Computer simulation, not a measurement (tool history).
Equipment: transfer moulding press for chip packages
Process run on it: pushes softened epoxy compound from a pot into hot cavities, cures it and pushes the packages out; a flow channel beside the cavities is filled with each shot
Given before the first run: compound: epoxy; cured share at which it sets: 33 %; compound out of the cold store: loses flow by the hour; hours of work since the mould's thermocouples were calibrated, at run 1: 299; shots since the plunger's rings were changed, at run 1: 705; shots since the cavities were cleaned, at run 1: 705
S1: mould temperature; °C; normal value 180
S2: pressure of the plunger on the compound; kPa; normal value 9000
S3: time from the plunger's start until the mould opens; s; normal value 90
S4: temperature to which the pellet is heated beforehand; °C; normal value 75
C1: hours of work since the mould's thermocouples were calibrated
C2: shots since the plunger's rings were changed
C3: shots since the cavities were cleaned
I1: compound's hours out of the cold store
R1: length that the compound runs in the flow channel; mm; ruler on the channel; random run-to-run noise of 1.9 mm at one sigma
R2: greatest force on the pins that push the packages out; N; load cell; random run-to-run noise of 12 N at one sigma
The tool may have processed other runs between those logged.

{"run": 1, "hour": 0.0, "S1": 180, "S2": 9000, "S3": 90, "S4": 75, "C1": 299, "C2": 705, "C3": 705, "I1": 11.1, "R1": 826, "R2": 1003}
{"hour": 38.3, "done": "cavities cleaned with cleaning compound and waxed"}
{"run": 2, "hour": 46.8, "S1": 180, "S2": 7530, "S3": 90, "S4": 75, "C1": 330, "C2": 1295, "C3": 110, "I1": 32.3, "R1": 668, "R2": 1280}
{"hour": 88.3, "done": "mould's thermocouples calibrated"}
{"run": 3, "hour": 90.3, "S1": 182, "S2": 9000, "S3": 90, "S4": 75, "C1": 1, "C2": 1836, "C3": 651, "I1": 21.5, "R1": 768, "R2": 1128}
{"hour": 133.9, "done": "cavities cleaned with cleaning compound and waxed"}
{"run": 4, "hour": 133.9, "S1": 182, "S2": 9000, "S3": 90, "S4": 75, "C1": 31, "C2": 2384, "C3": 0, "I1": 10.1, "R1": 813, "R2": 563}
{"run": 5, "hour": 174.6, "S1": 182, "S2": 9000, "S3": 90, "S4": 75, "C1": 59, "C2": 2915, "C3": 531, "I1": 39.9, "R1": 685, "R2": 807}
{"hour": 221.8, "done": "plunger's sealing rings changed"}
{"run": 6, "hour": 221.8, "S1": 182, "S2": 9000, "S3": 90, "S4": 75, "C1": 90, "C2": 0, "C3": 1112, "I1": 14.5, "R1": 800, "R2": 976}
{"hour": 226.7, "done": "cavities cleaned with cleaning compound and waxed"}
{"run": 7, "hour": 252.7, "S1": 180, "S2": 9000, "S3": 90, "S4": 75, "C1": 110, "C2": 383, "C3": 338, "I1": 40, "R1": 706, "R2": 804}
{"run": 8, "hour": 305.7, "S1": 180, "S2": 9000, "S3": 90, "S4": 75, "C1": 147, "C2": 1074, "C3": 1029, "I1": 31.6, "R1": 739, "R2": 1095}
{"hour": 319.8, "done": "cavities cleaned with cleaning compound and waxed"}
{"hour": 324.1, "done": "cavities cleaned with cleaning compound and waxed, once more"}
{"run": 9, "hour": 354.7, "S1": 180, "S2": 9000, "S3": 90, "S4": 75, "C1": 179, "C2": 1672, "C3": 398, "I1": 40.4, "R1": 694, "R2": 796}
{"run": 10, "hour": 407.0, "S1": 182, "S2": 9000, "S3": 90, "S4": 75, "C1": 216, "C2": 2354, "C3": 1080, "I1": 45.3, "R1": 666, "R2": 932}
{"hour": 415.2, "done": "cavities cleaned with cleaning compound and waxed"}
{"run": 11, "hour": 457.3, "S1": 182, "S2": 9000, "S3": 90, "S4": 75, "C1": 249, "C2": 2989, "C3": 548, "I1": 19.6, "R1": 767, "R2": 831}
{"run": 12, "hour": 480.2, "S1": 182, "S2": 9000, "S3": 90, "S4": 75, "C1": 265, "C2": 3288, "C3": 847, "I1": 45, "R1": 669, "R2": 902}
{"hour": 500.7, "done": "plunger's sealing rings changed"}
{"hour": 510.6, "done": "cavities cleaned with cleaning compound and waxed"}
{"run": 13, "hour": 510.6, "S1": 182, "S2": 9000, "S3": 90, "S4": 75, "C1": 284, "C2": 109, "C3": 0, "I1": 35.3, "R1": 718, "R2": 515}
{"run": 14, "hour": 540.1, "S1": 182, "S2": 9000, "S3": 90, "S4": 75, "C1": 304, "C2": 494, "C3": 385, "I1": 44.2, "R1": 684, "R2": 716}
{"run": 15, "hour": 579.6, "S1": 180, "S2": 9000, "S3": 90, "S4": 81, "C1": 332, "C2": 1008, "C3": 899, "I1": 43.4, "R1": 691, "R2": 1010}
{"hour": 604.3, "done": "cavities cleaned with cleaning compound and waxed"}
{"hour": 619.4, "done": "mould's thermocouples calibrated"}
{"run": 16, "hour": 631.2, "S1": 180, "S2": 9660, "S3": 90, "S4": 75, "C1": 8, "C2": 1634, "C3": 324, "I1": 41.3, "R1": 716, "R2": 772}
{"run": 17, "hour": 655.1, "S1": 188, "S2": 10380, "S3": 123, "S4": 74, "C1": 25, "C2": 1945, "C3": 635, "I1": 45, "R1": 709, "R2": 699}
{"run": 18, "hour": 694.1, "S1": 180, "S2": 7100, "S3": 82, "S4": 81, "C1": 52, "C2": 2454, "C3": 1144, "I1": 26, "R1": 663, "R2": 1245}
{"hour": 699.1, "done": "cavities cleaned with cleaning compound and waxed"}
{"run": 19, "hour": 731.5, "S1": 180, "S2": 9670, "S3": 90, "S4": 75, "C1": 77, "C2": 2921, "C3": 422, "I1": 34.7, "R1": 736, "R2": 795}
{"hour": 778.6, "done": "plunger's sealing rings changed"}
{"run": 20, "hour": 786.6, "S1": 180, "S2": 9670, "S3": 90, "S4": 75, "C1": 113, "C2": 104, "C3": 1108, "I1": 15.9, "R1": 835, "R2": 1120}
{"hour": 791.7, "done": "cavities cleaned with cleaning compound and waxed"}
{"run": 21, "hour": 811.5, "S1": 187, "S2": 9330, "S3": 102, "S4": 79, "C1": 130, "C2": 408, "C3": 258, "I1": 25.3, "R1": 755, "R2": 609}
{"run": 22, "hour": 846.7, "S1": 186, "S2": 9330, "S3": 112, "S4": 67, "C1": 154, "C2": 867, "C3": 717, "I1": 32.7, "R1": 725, "R2": 767}
{"hour": 883.2, "done": "cavities cleaned with cleaning compound and waxed"}
{"run": 23, "hour": 883.2, "S1": 180, "S2": 8640, "S3": 90, "S4": 71, "C1": 178, "C2": 1322, "C3": 0, "I1": 46, "R1": 663, "R2": 582}
{"run": 24, "hour": 923.8, "S1": 180, "S2": 8400, "S3": 90, "S4": 80, "C1": 207, "C2": 1851, "C3": 529, "I1": 17.3, "R1": 761, "R2": 949}
{"run": 25, "hour": 967.7, "S1": 180, "S2": 8400, "S3": 90, "S4": 80, "C1": 237, "C2": 2423, "C3": 1101, "I1": 37.8, "R1": 679, "R2": 1055}
{"hour": 974.3, "done": "cavities cleaned with cleaning compound and waxed"}
{"run": 26, "hour": 1008.3, "S1": 180, "S2": 8400, "S3": 90, "S4": 80, "C1": 264, "C2": 2933, "C3": 444, "I1": 31.3, "R1": 699, "R2": 883}
{"hour": 1055.3, "done": "plunger's sealing rings changed"}
{"run": 27, "hour": 1064.5, "S1": 181, "S2": 9000, "S3": 90, "S4": 75, "C1": 302, "C2": 120, "C3": 1143, "I1": 42.4, "R1": 693, "R2": 1019}
{"hour": 1070.1, "done": "cavities cleaned with cleaning compound and waxed"}
{"run": 28, "hour": 1106.6, "S1": 181, "S2": 9000, "S3": 90, "S4": 75, "C1": 330, "C2": 649, "C3": 476, "I1": 23.2, "R1": 767, "R2": 869}

Below, some changes in R1 between adjacent runs. For each, the amount present without the hidden state too (settings, incoming material, random variation) and the amount remaining for the hidden state with gauge scatter not shared by both compared results:
Hidden conditions of the tool in this case: true mould temperature over the reading, C; pressure that reaches the compound, % of what is set; grip of the stained cavities, % over clean ones'; drift of the gauge itself on flow_mm, %; drift of the gauge itself on push_out_n, %.
Run 1 -> 2: S2 9000 -> 7530, cavities cleaned with cleaning compound and waxed. R1 -158 mm: hidden state -2, all else -156.
Run 4 -> 5: no setting touched and nothing written in the log between the runs. R1 -128 mm: hidden state -1, all else -127.
Run 12 -> 13: plunger's sealing rings changed, cavities cleaned with cleaning compound and waxed. R1 +49 mm: hidden state +16, all else +33.
Run 19 -> 20: plunger's sealing rings changed. R1 +99 mm: hidden state +16, all else +83.
